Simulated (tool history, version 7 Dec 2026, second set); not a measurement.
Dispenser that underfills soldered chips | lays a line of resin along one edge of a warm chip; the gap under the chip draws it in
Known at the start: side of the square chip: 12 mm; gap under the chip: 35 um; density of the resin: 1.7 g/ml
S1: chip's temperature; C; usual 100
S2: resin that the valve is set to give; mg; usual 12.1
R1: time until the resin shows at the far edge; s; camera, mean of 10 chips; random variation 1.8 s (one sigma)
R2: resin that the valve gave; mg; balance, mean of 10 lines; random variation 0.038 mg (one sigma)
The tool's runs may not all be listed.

{"run": 1, "day": 0.0, "S1": 100, "S2": 12.1, "R1": 238.8, "R2": 11.78}
{"run": 2, "day": 0.196, "S1": 99, "S2": 12.1, "R1": 326.3, "R2": 11.74}
{"day": 0.229, "done": "new syringe of resin"}
{"run": 3, "day": 0.35, "S1": 100, "S2": 12.1, "R1": 210.3, "R2": 11.8}
{"run": 4, "day": 0.479, "S1": 100, "S2": 12.1, "R1": 250.3, "R2": 11.76}
{"day": 0.671, "done": "new syringe of resin"}
{"run": 5, "day": 0.725, "S1": 100, "S2": 12.1, "R1": 186.2, "R2": 11.71}
{"run": 6, "day": 0.946, "S1": 100, "S2": 12.1, "R1": 263.6, "R2": 11.76}
{"day": 1.108, "done": "new syringe of resin"}
{"run": 7, "day": 1.183, "S1": 100, "S2": 12.1, "R1": 193.1, "R2": 11.75}
{"run": 8, "day": 1.396, "S1": 86, "S2": 12.1, "R1": 398.3, "R2": 11.65}
{"day": 1.533, "done": "new syringe of resin"}
{"run": 9, "day": 1.533, "S1": 105, "S2": 12.1, "R1": 153.4, "R2": 11.67}
{"run": 10, "day": 1.671, "S1": 105, "S2": 12.1, "R1": 189.5, "R2": 11.68}
{"run": 11, "day": 1.879, "S1": 105, "S2": 12.1, "R1": 256.6, "R2": 11.65}
{"day": 1.962, "done": "new syringe of resin"}
{"run": 12, "day": 2.033, "S1": 112, "S2": 10.9, "R1": 146.7, "R2": 10.53}
{"run": 13, "day": 2.25, "S1": 112, "S2": 10.9, "R1": 199.5, "R2": 10.45}
{"day": 2.388, "done": "new syringe of resin"}
{"run": 14, "day": 2.488, "S1": 112, "S2": 10.9, "R1": 151.4, "R2": 10.44}
{"run": 15, "day": 2.717, "S1": 112, "S2": 10.9, "R1": 218.3, "R2": 10.52}
{"day": 2.821, "done": "new syringe of resin"}
{"run": 16, "day": 2.925, "S1": 99, "S2": 10.9, "R1": 213.2, "R2": 10.38}
{"run": 17, "day": 3.067, "S1": 103, "S2": 13.0, "R1": 228.9, "R2": 12.43}
{"run": 18, "day": 3.204, "S1": 104, "S2": 15.0, "R1": 270.9, "R2": 14.37}
{"day": 3.246, "done": "new syringe of resin"}
{"run": 19, "day": 3.4, "S1": 86, "S2": 10.4, "R1": 335.0, "R2": 9.94}
{"run": 20, "day": 3.521, "S1": 90, "S2": 14.0, "R1": 333.4, "R2": 13.37}

Some steps in R1 between neighbouring runs. How much of each would the tool show without its hidden state too (settings, what came in, random variation), and how much is left for the hidden state, with any gauge scatter that isn't in both results?
The hidden state here: resin's viscosity, % of fresh resin's; dose that the valve gives, % of what is set; true chip temperature over the reading, C; drift of the gauge itself on fill_s, %; drift of the gauge itself on given_mg, %.
Run 7 -> 8: S1 100 -> 86. R1 +205.2 s: hidden state +119.8, all else +85.4.
Run 8 -> 9: S1 86 -> 105, new syringe of resin. R1 -244.9 s: hidden state -139.6, all else -105.3.
